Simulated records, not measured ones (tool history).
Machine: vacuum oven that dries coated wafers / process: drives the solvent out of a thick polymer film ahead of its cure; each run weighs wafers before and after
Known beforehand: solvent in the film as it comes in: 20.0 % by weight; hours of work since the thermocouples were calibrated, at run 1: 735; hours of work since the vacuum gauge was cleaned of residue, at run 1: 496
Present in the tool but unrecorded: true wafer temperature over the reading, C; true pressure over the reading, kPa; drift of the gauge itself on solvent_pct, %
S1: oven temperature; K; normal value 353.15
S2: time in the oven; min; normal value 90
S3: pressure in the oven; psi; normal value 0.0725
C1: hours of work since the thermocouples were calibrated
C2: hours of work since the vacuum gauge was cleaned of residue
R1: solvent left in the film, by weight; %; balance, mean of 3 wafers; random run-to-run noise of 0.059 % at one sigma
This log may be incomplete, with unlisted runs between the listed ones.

run,hour,S1,S2,S3,C1,C2,R1
1,0,353.15,90,0.0725,735,496,3.87
2,33.2,357.15,90,0.0725,758,518,2.81
3,70.4,357.15,90,0.0725,783,544,2.77
4,112.9,353.15,90,0.0725,811,572,3.9
5,153.9,353.15,69,0.0725,839,600,5.24
6,190.9,353.15,69,0.0725,864,625,5.32
7,220.7,353.15,99,0.0725,884,645,3.22
8,263.7,353.15,99,0.0725,913,674,3.22
9,295,368.15,99,0.0725,934,695,0.62
10,320.2,368.15,99,0.0725,951,712,0.77
11,347.8,368.15,99,0.0725,970,731,0.67
12,372.7,368.15,99,0.0725,987,748,0.65
13,409.9,348.15,99,0.0725,1012,773,4.75
14,451.4,353.15,90,0.0725,1040,801,3.82
15,488.4,350.15,90,0.0725,1065,826,4.51
16,511.1,353.15,81,0.0725,1080,841,4.33
17,535.4,366.15,113,0.18,1096,857,0.7
18,554.5,342.15,154,0.18,1109,870,4.01
19,585,354.15,89,0.18,1130,891,3.68
20,619.3,363.15,72,0.1862,1153,914,2.41
21,644.1,363.15,72,0.1862,1170,931,2.52
22,683.3,345.15,79,0.0579,1196,957,6.83
23,725.8,366.15,79,0.2618,1225,986,1.66
24,749.7,353.15,111,0.1244,1241,1002,2.84
25,778.1,357.15,111,0.1562,1260,1021,1.97
26,808.2,353.15,108,0.0653,1281,1041,2.79
27,838.6,360.15,64,0.0653,1301,1062,3.71
28,867.8,360.15,64,0.0653,1321,1082,3.62
29,909.8,342.15,108,0.0725,1349,1110,5.92
# hour 932.8: oven's thermocouples calibrated
30,939.1,342.15,108,0.0725,4,1128,6.66
31,972.6,365.15,90,0.0409,27,1151,1.47
32,1013.5,349.15,88,0.259,55,1179,5.81

Alternative continuations, all from the tool just after run 32; predict every row:
A,1050.8,349.15,88,0.259,80,1204,?
B,1050.8,353.15,90,0.1204,80,1204,?
C,1050.8,364.15,88,0.259,80,1204,?
D,1050.8,362.15,88,0.047,80,1204,?
E,1050.8,358.15,69,0.1368,80,1204,?

run,R1
A,5.75
B,4.34
C,1.98
D,2.21
E,4.37
With the hidden condition removed and each run's random variation left untouched, the same runs would have given:
run,R1
A,5.56
B,4.16
C,1.85
D,2.08
E,4.21

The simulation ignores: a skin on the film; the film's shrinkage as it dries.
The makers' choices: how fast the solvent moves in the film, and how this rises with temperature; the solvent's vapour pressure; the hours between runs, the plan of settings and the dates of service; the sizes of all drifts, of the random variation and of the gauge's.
